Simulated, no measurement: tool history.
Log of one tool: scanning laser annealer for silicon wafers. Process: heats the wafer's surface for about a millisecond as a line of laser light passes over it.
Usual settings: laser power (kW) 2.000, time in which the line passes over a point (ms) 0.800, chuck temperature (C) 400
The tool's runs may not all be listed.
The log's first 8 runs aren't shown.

run	day	laser power (kW)	time in which the line passes over a point (ms)	chuck temperature (C)	hours of work since the window was cleaned	hours of work since the power meter was calibrated	hours of work since the optics were aligned	highest temperature of the surface (C)
# day 3.462: window over the wafer cleaned
9	3.596	1.700	0.800	400	2	330	949	1001
10	4.250	1.700	0.800	400	13	341	959	1002
11	4.862	1.700	0.800	400	22	350	969	999
12	5.321	2.000	0.800	400	30	358	976	1114
13	5.725	2.000	0.800	400	36	364	983	1105
14	6.421	2.000	0.800	400	47	375	994	1109
15	6.725	2.000	0.800	400	52	380	999	1110
16	7.200	2.000	0.868	366	60	388	1006	1104
17	7.704	2.000	0.868	366	68	396	1014	1101
18	8.038	2.000	0.868	366	73	401	1020	1107
19	8.588	1.724	0.561	390	82	410	1028	897
20	8.912	1.810	0.699	438	87	415	1034	1033
21	9.579	1.980	0.914	369	97	425	1044	1114
22	10.117	1.980	0.914	369	106	434	1053	1116
23	10.408	2.037	0.577	389	111	439	1057	997
24	11.096	2.037	0.752	377	122	450	1068	1072
25	11.742	1.827	0.626	400	132	460	1079	964
26	12.296	2.000	0.624	400	141	469	1087	1021
27	12.683	2.000	0.624	400	147	475	1094	1016
28	13.338	2.000	0.608	400	157	485	1104	1012
29	13.842	2.000	0.727	406	165	493	1112	1074
30	14.283	1.708	0.727	403	172	500	1119	968

Forecast each of these 3 alternatives for the next run:
A	14.862	2.157	0.800	400	182	510	1128	?
B	14.862	2.091	0.924	404	182	510	1128	?
C	14.862	1.999	0.928	360	182	510	1128	?

run	highest temperature of the surface (C)
A	1159
B	1195
C	1113
Without the tool's hidden state the same runs would have given:
run	highest temperature of the surface (C)
A	1188
B	1224
C	1141

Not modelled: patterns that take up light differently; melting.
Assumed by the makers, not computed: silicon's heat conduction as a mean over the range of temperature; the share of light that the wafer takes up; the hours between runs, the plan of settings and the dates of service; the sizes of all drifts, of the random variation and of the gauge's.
